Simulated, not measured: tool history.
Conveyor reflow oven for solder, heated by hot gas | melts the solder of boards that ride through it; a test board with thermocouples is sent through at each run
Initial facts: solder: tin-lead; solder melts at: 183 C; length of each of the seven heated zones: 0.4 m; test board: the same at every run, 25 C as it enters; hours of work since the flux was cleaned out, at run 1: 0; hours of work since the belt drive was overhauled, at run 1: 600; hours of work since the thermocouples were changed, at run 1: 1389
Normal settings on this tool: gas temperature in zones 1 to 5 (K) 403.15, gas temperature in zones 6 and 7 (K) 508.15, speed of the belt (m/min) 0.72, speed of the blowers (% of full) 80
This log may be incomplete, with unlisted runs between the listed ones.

run,day,gas temperature in zones 1 to 5 (K),gas temperature in zones 6 and 7 (K),speed of the belt (m/min),speed of the blowers (% of full),hours of work since the flux was cleaned out,hours of work since the belt drive was overhauled,hours of work since the thermocouples were changed,highest temperature of the board (K),time above the solder's melting point (s)
1,0,403.15,508.15,0.72,80,0,600,1389,487.65,44.8
2,3.075,403.15,508.15,0.751,80,35,636,1424,486.15,41.8
3,4.825,403.15,508.15,0.751,80,55,656,1444,486.15,41.6
4,7.333,403.15,508.15,0.751,80,84,684,1473,485.65,41.8
# day 9.096: thermocouples of zones 6 and 7 changed
5,9.404,403.15,517.15,0.72,80,107,707,4,495.15,50.1
# day 11.812: belt drive overhauled, speed set with a stopwatch
6,12.042,403.15,517.15,0.72,80,135,3,32,495.05,49.6
7,15.425,403.15,517.15,0.72,80,174,41,71,494.65,50
# day 18.992: flux residue cleaned out of gas plates and filters
8,18.992,403.15,517.15,0.72,80,0,80,109,494.85,50
9,21.296,403.15,517.15,0.72,80,26,106,135,494.85,49.8
10,24.329,403.15,517.15,0.72,80,61,141,170,494.75,50.1
11,26.558,403.15,517.15,0.72,80,87,166,196,495.05,49.9
12,29.929,403.15,517.15,0.72,80,125,205,234,494.95,50
13,31.667,403.15,517.15,0.72,80,145,225,254,494.95,49.8
14,34.142,403.15,517.15,0.72,80,173,253,282,494.95,50.1
15,36.596,403.15,517.15,0.72,80,202,281,311,494.75,50.2
# day 37.675: flux residue cleaned out of gas plates and filters
16,39.383,403.15,517.15,0.72,80,20,311,340,495.05,50.1
17,42.417,403.15,499.15,0.72,78,54,346,375,479.05,37.8
18,44.842,403.15,500.15,0.626,80,82,373,403,484.95,51
19,47.396,388.15,508.15,0.72,52,111,403,432,468.65,20.2
20,50.767,390.15,507.15,0.72,80,150,441,470,484.05,39
21,52.512,406.15,507.15,0.72,80,170,461,490,487.65,45.2
22,54.596,412.15,513.15,0.648,89,194,485,514,499.25,62.3
# day 56.358: flux residue cleaned out of gas plates and filters
23,57.988,412.15,507.15,0.805,86,19,522,551,486.65,41.7
24,59.571,412.15,507.15,0.805,86,37,540,569,486.55,41.8
25,61.983,412.15,507.15,0.805,86,64,567,596,486.45,41.7
26,64.488,407.15,508.15,0.72,60,93,596,625,479.45,37.7
27,66.646,407.15,508.15,0.72,60,118,621,650,479.45,37.7
28,68.475,397.15,512.15,0.854,57,139,642,671,469.15,18.6
29,70.683,397.15,512.15,0.854,57,164,667,696,469.25,18.4

Each row is a separate what-if for the run after 29, all from the same tool condition, not one after another. Results?
A,72.45,397.15,514.15,0.635,57,184,687,716,?,?
B,72.45,403.15,499.15,0.859,80,184,687,716,?,?
C,72.45,403.15,508.15,0.692,80,184,687,716,?,?
D,72.45,389.15,512.15,0.721,87,184,687,716,?,?

run,highest temperature of the board (K),time above the solder's melting point (s)
A,485.65,46.4
B,473.55,25.6
C,488.85,47.5
D,490.55,44.2
With the hidden condition removed and each run's random variation left untouched, the same runs would have given:
run,highest temperature of the board (K),time above the solder's melting point (s)
A,485.65,46.4
B,473.55,25.7
C,488.85,47.5
D,490.55,44.2
